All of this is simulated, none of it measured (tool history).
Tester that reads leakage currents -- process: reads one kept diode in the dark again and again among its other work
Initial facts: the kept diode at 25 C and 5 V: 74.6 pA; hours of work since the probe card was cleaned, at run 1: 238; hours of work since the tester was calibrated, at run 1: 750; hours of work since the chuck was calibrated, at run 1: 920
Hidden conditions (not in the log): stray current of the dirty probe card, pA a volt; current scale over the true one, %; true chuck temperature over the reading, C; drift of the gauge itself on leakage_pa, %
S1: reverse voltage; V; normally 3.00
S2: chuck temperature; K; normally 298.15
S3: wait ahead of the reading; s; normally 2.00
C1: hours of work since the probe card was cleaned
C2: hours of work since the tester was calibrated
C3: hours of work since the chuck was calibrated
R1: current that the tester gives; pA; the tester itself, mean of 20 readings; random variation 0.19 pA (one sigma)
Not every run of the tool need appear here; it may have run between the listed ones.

run	day	S1	S2	S3	C1	C2	C3	R1
1	0.000	3.00	298.15	2.00	238	750	920	56.26
2	9.046	3.00	298.15	2.00	345	856	1027	56.08
3	18.692	3.00	298.15	2.00	458	969	1140	55.66
4	25.092	3.00	298.15	2.00	533	1044	1215	55.17
5	33.717	3.00	298.15	2.00	634	1146	1316	55.02
6	43.804	3.00	298.15	0.61	753	1264	1435	55.61
7	53.800	3.00	298.15	0.61	870	1381	1552	55.11
8	58.333	3.00	298.15	0.61	923	1435	1605	54.72
9	66.208	3.00	298.15	0.34	1016	1527	1698	55.73
10	76.233	3.00	298.15	0.34	1133	1645	1815	55.12
11	81.771	3.00	298.15	0.34	1198	1710	1880	55.05
12	88.829	3.00	298.15	0.34	1281	1793	1963	54.84
# day 89.754: tester calibrated
13	95.517	3.00	298.15	2.00	1359	68	2041	52.05
14	102.092	3.00	298.15	2.00	1436	145	2118	51.57
15	107.021	3.00	298.15	2.00	1494	203	2176	51.56
# day 108.921: tester calibrated, once more
16	114.625	3.00	298.15	2.00	1582	67	2264	52.43
17	121.708	3.00	295.15	2.00	1665	150	2347	41.37
# day 126.871: chuck's temperature calibrated
18	132.362	3.00	295.15	2.00	1789	274	64	48.26
19	137.304	3.00	298.15	7.65	1847	332	123	59.63
20	145.429	19.98	305.15	6.95	1943	428	218	231.91
21	154.375	5.31	312.15	0.47	2048	533	323	205.95
22	163.062	5.31	312.15	0.47	2150	635	425	205.21
23	171.638	5.31	293.15	5.10	2250	735	526	52.19
24	182.217	12.29	323.15	0.49	2375	859	650	599.19
25	187.704	12.29	314.15	0.49	2439	924	714	336.26
26	193.021	12.29	295.15	0.49	2501	986	777	95.84
27	201.808	1.75	309.15	4.54	2605	1089	880	97.10
28	207.188	3.00	321.15	1.70	2668	1153	943	272.42
29	216.833	3.00	321.15	1.70	2781	1266	1056	271.44
30	226.558	3.00	321.15	1.70	2895	1380	1170	268.43
31	231.462	5.06	298.15	2.00	2953	1438	1228	70.94
32	240.204	3.10	295.15	0.56	3055	1540	1330	46.68
33	246.346	2.94	295.15	0.56	3127	1612	1403	44.91
# day 254.004: probe card cleaned and baked
34	254.325	4.63	298.15	2.00	4	1704	1495	65.66
35	260.842	4.63	298.15	1.06	80	1781	1571	66.18
36	268.325	4.63	298.15	1.06	168	1869	1659	65.52
37	278.625	4.63	298.15	1.06	289	1990	1780	65.21
38	288.746	4.63	329.15	3.09	408	2109	1899	513.63

Hidden state or all else? Some run-to-run changes of R1, split into what the settings, what came in and random variation would give without the hidden state, and what is left for the hidden state (with any gauge scatter that isn't in both results):
Run 23 -> 24: S1 5.31 -> 12.29, S2 293.15 -> 323.15, S3 5.10 -> 0.49. R1 +547.00 pA: hidden state -20.26, all else +567.26.
Run 24 -> 25: S2 323.15 -> 314.15. R1 -262.93 pA: hidden state +8.49, all else -271.42.
Run 30 -> 31: S1 3.00 -> 5.06, S2 321.15 -> 298.15, S3 1.70 -> 2.00. R1 -197.49 pA: hidden state +14.61, all else -212.10.
Run 37 -> 38: S2 298.15 -> 329.15, S3 1.06 -> 3.09. R1 +448.42 pA: hidden state -53.63, all else +502.05.

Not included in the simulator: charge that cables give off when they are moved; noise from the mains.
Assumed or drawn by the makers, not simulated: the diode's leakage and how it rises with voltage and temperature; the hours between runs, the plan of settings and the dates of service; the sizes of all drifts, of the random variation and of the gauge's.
